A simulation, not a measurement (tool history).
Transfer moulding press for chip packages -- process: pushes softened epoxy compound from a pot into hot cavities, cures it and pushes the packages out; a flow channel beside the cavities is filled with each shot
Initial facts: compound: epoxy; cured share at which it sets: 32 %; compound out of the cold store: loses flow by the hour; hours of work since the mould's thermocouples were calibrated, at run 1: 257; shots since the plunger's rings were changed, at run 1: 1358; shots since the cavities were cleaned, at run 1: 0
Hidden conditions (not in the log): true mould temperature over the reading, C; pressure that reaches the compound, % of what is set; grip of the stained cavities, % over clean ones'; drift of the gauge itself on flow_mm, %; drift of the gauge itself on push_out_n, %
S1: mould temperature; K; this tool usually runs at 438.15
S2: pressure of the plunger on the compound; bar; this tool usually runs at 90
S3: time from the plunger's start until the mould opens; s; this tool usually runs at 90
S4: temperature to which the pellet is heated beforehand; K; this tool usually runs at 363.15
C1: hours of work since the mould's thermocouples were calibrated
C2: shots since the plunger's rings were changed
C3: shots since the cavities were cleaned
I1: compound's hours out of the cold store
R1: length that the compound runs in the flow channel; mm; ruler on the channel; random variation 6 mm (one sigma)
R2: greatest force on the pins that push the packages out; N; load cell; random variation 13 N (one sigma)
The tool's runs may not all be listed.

| run | hour | S1 | S2 | S3 | S4 | C1 | C2 | C3 | I1 | R1 | R2 |
|---|---|---|---|---|---|---|---|---|---|---|---|
| 1 | 0 | 438.15 | 90 | 90 | 363.15 | 257 | 1358 | 0 | 39 | 855 | 656 |
| 2 | 17.6 | 438.15 | 90 | 90 | 362.15 | 265 | 1498 | 140 | 33.5 | 874 | 817 |
| 3 | 34.6 | 438.15 | 90 | 90 | 362.15 | 272 | 1633 | 275 | 46.6 | 823 | 896 |
| 4 | 45.5 | 438.15 | 90 | 90 | 362.15 | 277 | 1720 | 362 | 42.4 | 835 | 954 |
| 5 | 67.2 | 438.15 | 90 | 90 | 368.15 | 286 | 1892 | 534 | 19.8 | 916 | 996 |
|  | 83.3 | cavities cleaned with cleaning compound and waxed |
| 6 | 86.3 | 438.15 | 90 | 90 | 368.15 | 294 | 2032 | 24 | 16.8 | 915 | 1146 |
| 7 | 96.3 | 438.15 | 90 | 90 | 368.15 | 298 | 2111 | 103 | 38.7 | 833 | 1095 |
| 8 | 111 | 438.15 | 90 | 90 | 363.15 | 304 | 2228 | 220 | 41.2 | 829 | 1048 |
| 9 | 135.2 | 438.15 | 90 | 90 | 363.15 | 315 | 2420 | 412 | 42.5 | 812 | 1072 |
| 10 | 158.3 | 438.15 | 107.7 | 90 | 363.15 | 325 | 2604 | 596 | 42.5 | 889 | 1031 |
|  | 167.3 | cavities cleaned with cleaning compound and waxed |
| 11 | 178.6 | 438.15 | 107.7 | 90 | 363.15 | 333 | 2753 | 90 | 14.1 | 1014 | 825 |
| 12 | 201.2 | 438.15 | 107.7 | 105 | 363.15 | 343 | 2933 | 270 | 20.4 | 976 | 714 |
| 13 | 219 | 438.15 | 107.7 | 105 | 363.15 | 350 | 3074 | 411 | 27 | 949 | 775 |
|  | 228.1 | cavities cleaned with cleaning compound and waxed, once more |
| 14 | 236.9 | 438.15 | 107.7 | 105 | 363.15 | 357 | 3204 | 69 | 16 | 980 | 599 |
| 15 | 247.6 | 439.15 | 93.4 | 100 | 365.15 | 362 | 3289 | 154 | 31 | 857 | 664 |
| 16 | 260.3 | 436.15 | 107.1 | 88 | 354.15 | 368 | 3390 | 255 | 23.4 | 963 | 1160 |
| 17 | 279.3 | 438.15 | 69.6 | 90 | 363.15 | 376 | 3541 | 406 | 12.3 | 803 | 1040 |
| 18 | 293.4 | 435.15 | 90 | 90 | 363.15 | 382 | 3653 | 518 | 44.9 | 805 | 1205 |
|  | 310.8 | cavities cleaned with cleaning compound and waxed |
| 19 | 318.2 | 438.15 | 90 | 90 | 362.15 | 392 | 3838 | 59 | 39.4 | 818 | 770 |
| 20 | 332.9 | 438.15 | 90 | 90 | 362.15 | 398 | 3955 | 176 | 29.5 | 845 | 899 |
| 21 | 351 | 438.15 | 68.8 | 74 | 361.15 | 406 | 4098 | 319 | 15.6 | 779 | 1700 |
| 22 | 365.4 | 431.15 | 70.8 | 121 | 355.15 | 412 | 4213 | 434 | 19.6 | 792 | 916 |
| 23 | 383.3 | 436.15 | 108.9 | 106 | 363.15 | 420 | 4355 | 576 | 47 | 858 | 804 |
|  | 393.2 | cavities cleaned with cleaning compound and waxed |
| 24 | 398.5 | 433.15 | 81.4 | 83 | 369.15 | 426 | 4464 | 42 | 18.3 | 849 | 1202 |
| 25 | 418.8 | 438.15 | 92.3 | 90 | 370.15 | 435 | 4625 | 203 | 10.2 | 909 | 919 |
| 26 | 432.4 | 438.15 | 84.9 | 90 | 370.15 | 441 | 4733 | 311 | 43.5 | 761 | 859 |
| 27 | 443.5 | 438.15 | 87.8 | 117 | 370.15 | 445 | 4821 | 399 | 26.7 | 824 | 687 |
| 28 | 454.9 | 433.15 | 105.5 | 102 | 363.15 | 450 | 4912 | 490 | 15.4 | 977 | 1184 |

A few steps of R1 between consecutive runs. Split each: what settings, incoming material and random variation would produce without the hidden state, and what is left over for the hidden state, along with gauge scatter present in only one of the two compared results (measured, and without hidden state):
Run 16 -> 17: S1 436.15 -> 438.15, S2 107.1 -> 69.6, S3 88 -> 90, S4 354.15 -> 363.15. R1 -160 mm: hidden state +8, all else -168.
Run 25 -> 26: S2 92.3 -> 84.9. R1 -148 mm: hidden state +11, all else -159.
Run 27 -> 28: S1 438.15 -> 433.15, S2 87.8 -> 105.5, S3 117 -> 102, S4 370.15 -> 363.15. R1 +153 mm: hidden state -16, all else +169.
